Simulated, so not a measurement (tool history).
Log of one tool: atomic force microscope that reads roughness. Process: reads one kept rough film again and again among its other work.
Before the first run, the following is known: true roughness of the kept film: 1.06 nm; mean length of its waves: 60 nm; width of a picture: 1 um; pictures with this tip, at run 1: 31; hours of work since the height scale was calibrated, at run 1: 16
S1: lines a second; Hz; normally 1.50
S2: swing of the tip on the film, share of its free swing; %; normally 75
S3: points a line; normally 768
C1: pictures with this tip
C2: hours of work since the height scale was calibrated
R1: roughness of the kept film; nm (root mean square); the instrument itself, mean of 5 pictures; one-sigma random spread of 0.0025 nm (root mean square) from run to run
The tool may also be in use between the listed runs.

run	hour	S1	S2	S3	C1	C2	R1
1	0.0	1.50	75	768	31	16	0.926
2	13.8	1.50	75	768	60	27	0.927
3	23.3	1.50	75	768	80	35	0.929
# hour 31.2: new tip fitted
4	37.0	1.50	88	768	12	45	0.841
5	51.7	1.50	88	768	43	57	0.835
6	65.2	0.75	75	768	72	68	0.986
# hour 76.6: new tip fitted
7	80.6	0.75	75	768	8	79	0.985
8	96.7	0.75	75	768	42	92	0.985
9	110.1	1.50	75	768	70	103	0.925
# hour 122.9: new tip fitted
10	122.9	1.50	75	768	0	113	0.928
11	138.3	1.50	60	340	33	125	0.995
12	155.1	1.66	63	768	68	138	0.977
13	167.3	1.66	63	768	94	148	0.975
# hour 168.9: new tip fitted
14	178.1	1.50	67	381	20	156	0.967
15	191.1	1.50	67	381	47	167	0.963
16	203.4	1.05	58	411	73	177	1.017
17	213.1	1.50	75	748	93	184	0.928
# hour 214.7: new tip fitted
18	225.5	1.45	75	899	23	194	0.933
19	235.6	2.78	75	439	44	202	0.843
20	244.6	3.31	66	771	63	209	0.886

Hidden condition of the tool, last listed run before each entry between runs versus first listed run after:
After run 3, before run 4: new tip fitted (hour 31.2)
  radius of the tip, nm: 8.1 -> 7.2
After run 6, before run 7: new tip fitted (hour 76.6)
  radius of the tip, nm: 7.9 -> 7.1
After run 9, before run 10: new tip fitted (hour 122.9)
  radius of the tip, nm: 7.9 -> 7
After run 13, before run 14: new tip fitted (hour 168.9)
  radius of the tip, nm: 8.2 -> 7.3
After run 17, before run 18: new tip fitted (hour 214.7)
  radius of the tip, nm: 8.2 -> 7.3
